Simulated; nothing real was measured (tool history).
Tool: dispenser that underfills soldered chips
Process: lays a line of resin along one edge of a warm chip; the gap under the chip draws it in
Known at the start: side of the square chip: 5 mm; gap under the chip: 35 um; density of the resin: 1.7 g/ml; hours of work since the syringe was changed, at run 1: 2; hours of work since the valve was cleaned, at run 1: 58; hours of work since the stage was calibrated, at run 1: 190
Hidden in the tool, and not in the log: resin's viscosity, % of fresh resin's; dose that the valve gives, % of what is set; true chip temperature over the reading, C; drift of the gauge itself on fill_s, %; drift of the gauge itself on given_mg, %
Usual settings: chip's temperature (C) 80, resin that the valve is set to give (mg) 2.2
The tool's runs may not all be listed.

run,hour,chip's temperature (C),resin that the valve is set to give (mg),hours of work since the syringe was changed,hours of work since the valve was cleaned,hours of work since the stage was calibrated,time until the resin shows at the far edge (s),resin that the valve gave (mg)
1,0,80,2.2,2,58,190,43,2.14
2,6.7,80,2.2,6,62,194,56,2.13
# hour 9.9: new syringe of resin
3,10.5,80,2.2,0,64,196,39.8,2.15
4,16.8,80,2.2,4,68,200,48.7,2.14
5,21.5,71,2.2,7,71,203,83.7,2.12
# hour 23.1: new syringe of resin
6,29.4,80,2.2,4,75,207,49.3,2.1
7,32.9,80,2.2,6,77,209,56.2,2.12
# hour 36.1: new syringe of resin
8,40.9,80,2.2,3,82,214,45.3,2.09
9,48.3,80,2.58,7,87,219,58.2,2.43
# hour 49.3: new syringe of resin
10,53.5,80,2.58,3,90,222,43.6,2.46
11,61.2,80,2.58,7,94,226,57.3,2.44
# hour 62.7: new syringe of resin
12,65.2,80,2.58,2,97,229,40.5,2.44
13,69.6,82,2.33,4,99,231,46.4,2.21
# hour 75.6: new syringe of resin
14,77.8,82,2.62,1,104,236,38.2,2.48
15,85.9,82,2.62,6,109,241,50,2.48
# hour 88.6: new syringe of resin
16,93.5,91,2.43,3,113,245,29.8,2.28
# hour 101.6: new syringe of resin
17,101.7,67,2.9,0,118,250,62,2.72
18,106,66,2.08,3,121,253,79.4,1.95
19,111.3,70,2.35,6,124,256,81,2.21
# hour 114.6: new syringe of resin
20,116.1,68,2.35,1,127,259,65.6,2.19
21,120.2,70,2.32,3,129,261,67.4,2.14
# hour 127.9: new syringe of resin
22,128.7,70,2.32,0,134,266,59.6,2.14
23,136.2,80,2.25,5,139,271,49.9,2.08
# hour 141.3: dispensing valve cleaned and set on the balance
# hour 141.9: new syringe of resin
24,141.9,82,1.98,0,0,274,35.9,1.98

Forecast each of these 4 alternatives for the next run:
A,146.3,70,2.48,3,3,276,?,?
B,146.3,79,2.03,3,3,276,?,?
C,146.3,81,2.54,3,3,276,?,?
D,146.3,77,2.14,3,3,276,?,?

run,time until the resin shows at the far edge (s),resin that the valve gave (mg)
A,65.5,2.49
B,46.8,2.03
C,40.9,2.55
D,49.9,2.14
Without the tool's hidden state the same runs would have given:
run,time until the resin shows at the far edge (s),resin that the valve gave (mg)
A,60.9,2.49
B,43.3,2.03
C,37.8,2.55
D,46.2,2.14

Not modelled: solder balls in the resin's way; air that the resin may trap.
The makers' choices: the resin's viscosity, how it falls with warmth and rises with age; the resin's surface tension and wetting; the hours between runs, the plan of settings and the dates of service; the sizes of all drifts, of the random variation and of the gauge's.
